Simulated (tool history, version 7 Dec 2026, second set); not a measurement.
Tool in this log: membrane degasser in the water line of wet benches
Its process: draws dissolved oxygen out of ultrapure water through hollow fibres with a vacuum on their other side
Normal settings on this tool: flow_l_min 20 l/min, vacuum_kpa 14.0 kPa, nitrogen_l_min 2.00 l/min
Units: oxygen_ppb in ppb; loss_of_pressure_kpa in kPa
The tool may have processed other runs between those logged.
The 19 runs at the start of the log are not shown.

run 20 day=61.792 | flow_l_min=20 vacuum_kpa=9.2 nitrogen_l_min=2.36 | oxygen_ppb=241.6 loss_of_pressure_kpa=31.04
run 21 day=63.758 | flow_l_min=20 vacuum_kpa=9.2 nitrogen_l_min=2.36 | oxygen_ppb=242.1 loss_of_pressure_kpa=30.95
run 22 day=65.517 | flow_l_min=13 vacuum_kpa=14.0 nitrogen_l_min=3.58 | oxygen_ppb=150.4 loss_of_pressure_kpa=20.37
run 23 day=69.550 | flow_l_min=13 vacuum_kpa=14.0 nitrogen_l_min=3.58 | oxygen_ppb=152.4 loss_of_pressure_kpa=20.03
run 24 day=72.488 | flow_l_min=20 vacuum_kpa=22.1 nitrogen_l_min=1.12 | oxygen_ppb=809.7 loss_of_pressure_kpa=31.03
run 25 day=74.183 | flow_l_min=20 vacuum_kpa=14.1 nitrogen_l_min=1.12 | oxygen_ppb=532.2 loss_of_pressure_kpa=30.81
run 26 day=77.579 | flow_l_min=20 vacuum_kpa=11.6 nitrogen_l_min=5.36 | oxygen_ppb=192.7 loss_of_pressure_kpa=31.04
run 27 day=79.308 | flow_l_min=29 vacuum_kpa=11.6 nitrogen_l_min=0.91 | oxygen_ppb=713.5 loss_of_pressure_kpa=44.75
run 28 day=81.771 | flow_l_min=23 vacuum_kpa=14.0 nitrogen_l_min=0.91 | oxygen_ppb=692.5 loss_of_pressure_kpa=35.81
run 29 day=84.108 | flow_l_min=20 vacuum_kpa=9.3 nitrogen_l_min=2.00 | oxygen_ppb=255.1 loss_of_pressure_kpa=30.75
run 30 day=87.333 | flow_l_min=14 vacuum_kpa=10.2 nitrogen_l_min=2.28 | oxygen_ppb=164.9 loss_of_pressure_kpa=21.77
run 31 day=90.258 | flow_l_min=13 vacuum_kpa=14.0 nitrogen_l_min=2.00 | oxygen_ppb=222.6 loss_of_pressure_kpa=19.83

Consider 5 possible next runs. They are alternatives, not a sequence: every one starts from the tool as it was left by run 31. What does each give?
run A day=92.821 | flow_l_min=13 vacuum_kpa=30.3 nitrogen_l_min=5.19 | oxygen_ppb=? loss_of_pressure_kpa=?
run B day=92.821 | flow_l_min=14 vacuum_kpa=33.3 nitrogen_l_min=0.96 | oxygen_ppb=? loss_of_pressure_kpa=?
run C day=92.821 | flow_l_min=14 vacuum_kpa=29.5 nitrogen_l_min=2.00 | oxygen_ppb=? loss_of_pressure_kpa=?
run D day=92.821 | flow_l_min=18 vacuum_kpa=19.8 nitrogen_l_min=2.00 | oxygen_ppb=? loss_of_pressure_kpa=?
run E day=92.821 | flow_l_min=18 vacuum_kpa=12.6 nitrogen_l_min=1.27 | oxygen_ppb=? loss_of_pressure_kpa=?

run=A oxygen_ppb=221.1 loss_of_pressure_kpa=19.96
run=B oxygen_ppb=949.3 loss_of_pressure_kpa=21.68
run=C oxygen_ppb=486.2 loss_of_pressure_kpa=21.29
run=D oxygen_ppb=436.7 loss_of_pressure_kpa=27.61
run=E oxygen_ppb=388.1 loss_of_pressure_kpa=27.55
Take away the tool's hidden state, keep each run's random variation, and the runs would have read:
run=A oxygen_ppb=220.7 loss_of_pressure_kpa=20.45
run=B oxygen_ppb=948.4 loss_of_pressure_kpa=22.20
run=C oxygen_ppb=485.6 loss_of_pressure_kpa=21.81
run=D oxygen_ppb=436.2 loss_of_pressure_kpa=28.28
run=E oxygen_ppb=387.5 loss_of_pressure_kpa=28.22
